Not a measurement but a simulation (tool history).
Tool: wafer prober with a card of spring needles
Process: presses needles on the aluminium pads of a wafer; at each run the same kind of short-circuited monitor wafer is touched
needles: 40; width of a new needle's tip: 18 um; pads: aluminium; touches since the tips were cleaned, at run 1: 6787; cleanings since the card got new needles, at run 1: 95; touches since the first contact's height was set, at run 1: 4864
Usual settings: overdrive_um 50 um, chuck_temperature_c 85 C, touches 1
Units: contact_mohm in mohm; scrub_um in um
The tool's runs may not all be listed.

run	hour	overdrive_um	chuck_temperature_c	touches	touches since the tips were cleaned	cleanings since the card got new needles	touches since the first contact's height was set	contact_mohm	scrub_um
1	0	50	85	1	6787	95	4864	233	11.03
# hour 4.5: tips cleaned on abrasive film
# hour 25.5: tips cleaned on abrasive film
# hour 43.1: tips cleaned on abrasive film
2	50.5	50	85	1	3214	98	26836	228	10.96
# hour 63.7: tips cleaned on abrasive film
# hour 85.5: tips cleaned on abrasive film
# hour 107.5: tips cleaned on abrasive film
3	109.5	50	85	1	860	101	52548	207	10.86
# hour 127.1: tips cleaned on abrasive film
# hour 148.6: tips cleaned on abrasive film
# hour 169.2: tips cleaned on abrasive film
4	169.3	50	85	1	66	104	78626	200	10.83
# hour 186.9: tips cleaned on abrasive film
# hour 208.4: tips cleaned on abrasive film
5	215.5	50	85	1	3123	106	98774	227	10.8
# hour 228.8: tips cleaned on abrasive film
# hour 245.8: height of the first contact set anew
# hour 250.3: tips cleaned on abrasive film
# hour 271.8: tips cleaned on abrasive film
# hour 293.3: tips cleaned on abrasive film
6	298	50	85	1	2068	110	22740	210	10.88
# hour 311.3: tips cleaned on abrasive film
# hour 332.6: tips cleaned on abrasive film
7	344.3	50	85	1	5126	112	42924	236	10.81
# hour 353.1: tips cleaned on abrasive film
# hour 374.6: tips cleaned on abrasive film
# hour 395.2: tips cleaned on abrasive film
8	402	50	85	1	2982	115	68073	222	10.87
# hour 415: tips cleaned on abrasive film
# hour 436.6: tips cleaned on abrasive film
# hour 458.6: tips cleaned on abrasive film
# hour 480.7: tips cleaned on abrasive film
9	486.9	50	85	2	2714	119	105078	210	10.75
# hour 502.3: tips cleaned on abrasive film
# hour 502.6: height of the first contact set anew
# hour 520.3: tips cleaned on abrasive film
10	532.3	32	85	1	5262	121	12953	292	6.99
# hour 541.2: tips cleaned on abrasive film
# hour 563: tips cleaned on abrasive film
# hour 585: tips cleaned on abrasive film
# hour 605.8: tips cleaned on abrasive film
11	610.9	50	37	1	2220	125	47200	216	10.93
# hour 624.2: tips cleaned on abrasive film
# hour 646.2: tips cleaned on abrasive film
12	648.6	50	25	1	1066	127	63624	200	10.81
# hour 666.2: tips cleaned on abrasive film
# hour 686.4: tips cleaned on abrasive film
13	686.4	50	80	1	0	129	80112	196	10.83
# hour 708.5: tips cleaned on abrasive film
# hour 730.2: tips cleaned on abrasive film
# hour 751.2: tips cleaned on abrasive film
14	751.2	50	85	1	0	132	108342	198	10.78
# hour 760.3: height of the first contact set anew
# hour 772.3: tips cleaned on abrasive film
# hour 794.4: tips cleaned on abrasive film
15	795.7	43	85	1	606	134	15448	204	9.45
# hour 813.4: tips cleaned on abrasive film
# hour 834.5: tips cleaned on abrasive film
# hour 855.8: tips cleaned on abrasive film
16	868	32	85	1	5327	137	46963	308	6.93
# hour 876.9: tips cleaned on abrasive film
# hour 898.2: tips cleaned on abrasive film
17	902.7	63	85	2	1977	139	62093	201	13.73
# hour 918.4: tips cleaned on abrasive film
# hour 937.3: tips cleaned on abrasive film
18	937.3	32	85	2	0	141	77127	203	6.84
# hour 957.7: tips cleaned on abrasive film
# hour 978.9: tips cleaned on abrasive film
# hour 1000.9: tips cleaned on abrasive film
19	1001.5	50	31	3	270	144	105147	184	10.7
# hour 1018.4: height of the first contact set anew
# hour 1022.9: tips cleaned on abrasive film
# hour 1043.6: tips cleaned on abrasive film
20	1060.4	52	41	1	7348	146	18299	232	11.43
# hour 1064.9: tips cleaned on abrasive film
# hour 1086.1: tips cleaned on abrasive film
# hour 1107.5: tips cleaned on abrasive film
# hour 1128.8: tips cleaned on abrasive film
21	1143	56	95	1	6184	150	54296	239	12.22
# hour 1146.8: tips cleaned on abrasive film
# hour 1168.9: tips cleaned on abrasive film
# hour 1188.8: tips cleaned on abrasive film
22	1188.8	30	83	2	0	153	74257	207	6.4
# hour 1210: tips cleaned on abrasive film
# hour 1231.4: tips cleaned on abrasive film
# hour 1253.2: tips cleaned on abrasive film
23	1270.6	50	83	2	7603	156	109928	229	10.76
# hour 1275.1: tips cleaned on abrasive film
# hour 1275.4: height of the first contact set anew
# hour 1297.3: tips cleaned on abrasive film
# hour 1318: tips cleaned on abrasive film
# hour 1338.6: tips cleaned on abrasive film
24	1340.6	64	83	2	867	160	28451	192	14.05
# hour 1357.4: tips cleaned on abrasive film
# hour 1379.4: tips cleaned on abrasive film
25	1395.2	64	30	2	6900	162	52270	200	13.98
# hour 1399.7: tips cleaned on abrasive film
# hour 1421.4: tips cleaned on abrasive film
# hour 1443.4: tips cleaned on abrasive film
26	1446.6	49	85	1	1384	165	74639	218	10.63
# hour 1463.5: tips cleaned on abrasive film
# hour 1485.2: tips cleaned on abrasive film
# hour 1507.2: tips cleaned on abrasive film
# hour 1529.2: tips cleaned on abrasive film
27	1529.9	49	85	1	308	169	110987	202	10.55

Forecast each of these 4 alternatives for the next run:
# hour 1534: height of the first contact set anew
# hour 1551.3: tips cleaned on abrasive film
# hour 1571.3: tips cleaned on abrasive film
A	1571.3	35	31	2	0	171	16242	?	?
# hour 1534: height of the first contact set anew
# hour 1551.3: tips cleaned on abrasive film
# hour 1571.3: tips cleaned on abrasive film
B	1571.3	31	85	1	0	171	16242	?	?
# hour 1534: height of the first contact set anew
# hour 1551.3: tips cleaned on abrasive film
# hour 1571.3: tips cleaned on abrasive film
C	1571.3	49	29	1	0	171	16242	?	?
# hour 1534: height of the first contact set anew
# hour 1551.3: tips cleaned on abrasive film
# hour 1571.3: tips cleaned on abrasive film
D	1571.3	49	30	3	0	171	16242	?	?

run	contact_mohm	scrub_um
A	192	7.7
B	210	6.75
C	188	10.75
D	183	10.83
Without the tool's hidden state the same runs would have given:
run	contact_mohm	scrub_um
A	182	7.73
B	192	6.79
C	179	10.79
D	179	10.87
